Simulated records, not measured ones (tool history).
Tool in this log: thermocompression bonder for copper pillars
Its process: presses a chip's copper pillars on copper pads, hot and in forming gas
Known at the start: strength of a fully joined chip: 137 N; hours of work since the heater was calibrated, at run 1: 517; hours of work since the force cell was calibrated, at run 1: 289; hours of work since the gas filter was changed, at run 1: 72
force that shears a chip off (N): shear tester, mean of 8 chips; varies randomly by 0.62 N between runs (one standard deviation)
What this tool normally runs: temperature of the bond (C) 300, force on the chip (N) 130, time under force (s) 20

run,hour,temperature of the bond (C),force on the chip (N),time under force (s),hours of work since the heater was calibrated,hours of work since the force cell was calibrated,hours of work since the gas filter was changed,force that shears a chip off (N)
1,0,300,130,20,517,289,72,57.1
2,13.4,300,130,20,525,297,80,56.2
3,22.7,300,130,20,530,302,86,55.4
4,33.1,300,130,20,536,309,92,55.1
5,45.6,300,130,20,544,316,99,55.3
6,55.6,300,130,20,550,322,105,56
7,70.5,300,130,20,558,331,114,54.7
8,88.9,300,130,42,569,342,125,71.5
9,97.5,300,130,20,574,347,130,55.4
10,105.5,300,130,20,579,352,135,54.8
11,121.6,300,130,20,589,361,145,55.9
# hour 133.1: heater calibrated with a thermocouple chip
12,133.5,300,130,20,0,367,150,65.2
13,150.9,300,130,20,11,377,161,65.2
14,161.2,300,130,20,17,383,167,65
15,174,300,130,20,24,391,174,64.7
16,192.4,300,130,25,35,402,185,68.3
17,207.9,300,130,20,44,411,195,63.3
18,217.8,300,130,20,50,417,200,63.7
19,236,300,116,20,61,428,211,57.6
20,248.4,300,116,20,68,435,219,58.2
21,255.9,300,116,20,73,440,223,57.2
22,269.8,277,101,20,81,448,231,37.4
23,284.9,311,143,23,90,457,240,80.1
24,302.8,310,99,23,101,467,251,58.3
25,310.4,310,151,18,105,472,255,75.5
26,322.2,289,130,32,112,479,262,64.1
27,337.4,289,130,32,121,488,271,66.1
28,344.8,289,130,32,126,492,276,63.7
29,358.3,289,130,32,134,500,284,64.7
30,373.8,290,95,23,143,510,293,43.8
31,386.7,290,95,23,150,517,301,45
32,398.8,310,100,20,158,524,308,55.5
33,407.5,319,130,26,163,529,313,80.9
34,421.2,319,130,26,171,538,321,80.3
35,429.4,319,130,49,176,543,326,96
36,443.7,317,145,40,184,551,334,95.8
37,456.1,317,145,40,192,558,342,95.4
38,470.1,317,145,40,200,567,350,94.9
39,487.5,317,85,37,210,577,360,65

Here are 3 independent what-if runs from the current tool condition. What would each one return?
A,497.6,317,79,37,216,583,366,?
B,497.6,319,130,20,216,583,366,?
C,497.6,302,130,20,216,583,366,?

run,force that shears a chip off (N)
A,60.3
B,74.5
C,61.4
Had the tool no hidden state, the same runs would have come out as:
run,force that shears a chip off (N)
A,63.7
B,78.5
C,64.9
